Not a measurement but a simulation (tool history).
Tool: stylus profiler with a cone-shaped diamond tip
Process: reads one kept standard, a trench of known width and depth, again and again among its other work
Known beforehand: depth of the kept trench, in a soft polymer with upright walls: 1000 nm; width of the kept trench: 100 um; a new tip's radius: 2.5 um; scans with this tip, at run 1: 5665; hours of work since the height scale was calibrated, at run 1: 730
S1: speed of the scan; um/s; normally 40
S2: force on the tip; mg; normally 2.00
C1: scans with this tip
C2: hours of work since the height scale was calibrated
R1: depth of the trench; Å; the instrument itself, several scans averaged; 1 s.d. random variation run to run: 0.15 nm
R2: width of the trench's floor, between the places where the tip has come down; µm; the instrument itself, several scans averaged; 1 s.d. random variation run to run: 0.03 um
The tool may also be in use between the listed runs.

run,day,S1,S2,C1,C2,R1,R2
1,0.000,40,2.00,5665,730,10048.6,95.93
2,0.679,13,2.00,5755,741,10045.9,95.97
3,1.712,13,2.00,5893,759,10048.6,96.00
4,2.512,13,2.00,5999,773,10049.8,95.93
5,3.325,13,2.00,6108,787,10047.0,95.93
6,4.012,22,2.00,6199,798,10050.5,95.98
7,4.546,22,2.00,6270,807,10048.9,95.95
8,5.208,21,2.00,6358,819,10050.5,95.97
9,5.912,21,2.00,6452,831,10048.0,95.93
10,6.858,40,2.00,6578,847,10048.7,95.93
11,7.604,88,2.00,6677,860,10046.6,95.77
12,8.521,40,1.25,6800,876,10036.5,95.89
13,9.058,40,1.25,6871,885,10036.2,95.85
14,10.038,38,0.92,7001,902,10027.6,95.82
15,11.075,40,1.92,7139,919,10045.2,95.95
16,11.742,41,1.87,7228,931,10047.2,95.90
17,12.717,35,0.97,7358,947,10030.5,95.93
18,13.667,35,0.97,7484,964,10029.7,95.89
19,14.192,50,4.80,7554,973,10090.4,95.93
20,14.733,12,2.48,7626,982,10057.5,95.95
21,15.508,40,1.13,7729,995,10036.1,95.83
22,16.396,69,5.86,7847,1011,10100.4,95.90
23,16.838,16,5.20,7906,1018,10095.5,95.99

Each row is a separate what-if for the run after 23, all from the same tool condition, not one after another. Results?
A,17.338,115,1.66,7973,1027,?,?
B,17.338,128,2.41,7973,1027,?,?
C,17.338,40,0.90,7973,1027,?,?
D,17.338,55,2.58,7973,1027,?,?

run,R1,R2
A,10043.3,95.80
B,10057.1,95.79
C,10030.4,95.87
D,10060.4,95.92
With no hidden state in the tool, these same runs would have given:
run,R1,R2
A,10043.5,95.80
B,10057.3,95.79
C,10030.5,95.88
D,10060.6,95.92

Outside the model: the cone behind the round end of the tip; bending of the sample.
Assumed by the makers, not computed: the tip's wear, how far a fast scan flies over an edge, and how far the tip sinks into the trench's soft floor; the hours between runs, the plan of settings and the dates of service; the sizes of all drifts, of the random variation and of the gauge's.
